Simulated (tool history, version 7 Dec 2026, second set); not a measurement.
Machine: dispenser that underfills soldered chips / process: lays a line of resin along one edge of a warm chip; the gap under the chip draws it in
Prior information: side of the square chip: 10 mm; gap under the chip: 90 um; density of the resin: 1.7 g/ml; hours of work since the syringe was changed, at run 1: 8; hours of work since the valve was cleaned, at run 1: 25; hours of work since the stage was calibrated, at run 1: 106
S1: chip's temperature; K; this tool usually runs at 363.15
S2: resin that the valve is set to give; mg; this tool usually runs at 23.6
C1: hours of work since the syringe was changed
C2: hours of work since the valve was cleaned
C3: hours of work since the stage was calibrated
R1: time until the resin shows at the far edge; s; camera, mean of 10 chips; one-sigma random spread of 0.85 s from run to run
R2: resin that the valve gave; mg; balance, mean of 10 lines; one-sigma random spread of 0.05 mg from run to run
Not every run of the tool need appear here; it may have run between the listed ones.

{"run": 1, "hour": 0.0, "S1": 363.15, "S2": 23.6, "C1": 8, "C2": 25, "C3": 106, "R1": 108.5, "R2": 23.35}
{"hour": 3.6, "done": "new syringe of resin"}
{"run": 2, "hour": 6.9, "S1": 363.15, "S2": 23.6, "C1": 2, "C2": 30, "C3": 111, "R1": 83.6, "R2": 23.43}
{"run": 3, "hour": 11.1, "S1": 363.15, "S2": 23.6, "C1": 5, "C2": 33, "C3": 114, "R1": 94.5, "R2": 23.29}
{"run": 4, "hour": 15.5, "S1": 363.15, "S2": 23.6, "C1": 8, "C2": 36, "C3": 117, "R1": 102.5, "R2": 23.17}
{"hour": 19.0, "done": "new syringe of resin"}
{"run": 5, "hour": 21.0, "S1": 363.15, "S2": 23.6, "C1": 1, "C2": 39, "C3": 120, "R1": 83.2, "R2": 23.28}
{"run": 6, "hour": 25.1, "S1": 363.15, "S2": 23.6, "C1": 4, "C2": 42, "C3": 123, "R1": 92.0, "R2": 23.25}
{"run": 7, "hour": 29.4, "S1": 363.15, "S2": 23.6, "C1": 7, "C2": 45, "C3": 126, "R1": 100.9, "R2": 23.17}
{"hour": 34.4, "done": "new syringe of resin"}
{"run": 8, "hour": 36.0, "S1": 363.15, "S2": 23.6, "C1": 1, "C2": 49, "C3": 130, "R1": 80.4, "R2": 23.15}
{"run": 9, "hour": 39.4, "S1": 371.15, "S2": 24.7, "C1": 3, "C2": 51, "C3": 132, "R1": 59.6, "R2": 24.21}
{"run": 10, "hour": 43.0, "S1": 371.15, "S2": 24.7, "C1": 6, "C2": 54, "C3": 135, "R1": 65.0, "R2": 24.17}
{"hour": 49.7, "done": "new syringe of resin"}
{"run": 11, "hour": 50.0, "S1": 372.15, "S2": 26.3, "C1": 0, "C2": 58, "C3": 139, "R1": 49.5, "R2": 25.77}
{"run": 12, "hour": 56.6, "S1": 372.15, "S2": 26.3, "C1": 5, "C2": 63, "C3": 144, "R1": 61.7, "R2": 25.64}
{"run": 13, "hour": 62.4, "S1": 365.15, "S2": 28.5, "C1": 8, "C2": 67, "C3": 147, "R1": 95.9, "R2": 27.84}

What will run 14 give?
{"hour": 65.0, "done": "new syringe of resin"}
{"run": 14, "hour": 65.4, "S1": 365.15, "S2": 28.5, "C1": 0, "C2": 68, "C3": 149, "R1": "?", "R2": "?"}

Run 14 produced R1 70.6 s, R2 27.67 mg.
Minus the tool's unlogged condition, the same run would have read R1 71.4 s, R2 28.44 mg.

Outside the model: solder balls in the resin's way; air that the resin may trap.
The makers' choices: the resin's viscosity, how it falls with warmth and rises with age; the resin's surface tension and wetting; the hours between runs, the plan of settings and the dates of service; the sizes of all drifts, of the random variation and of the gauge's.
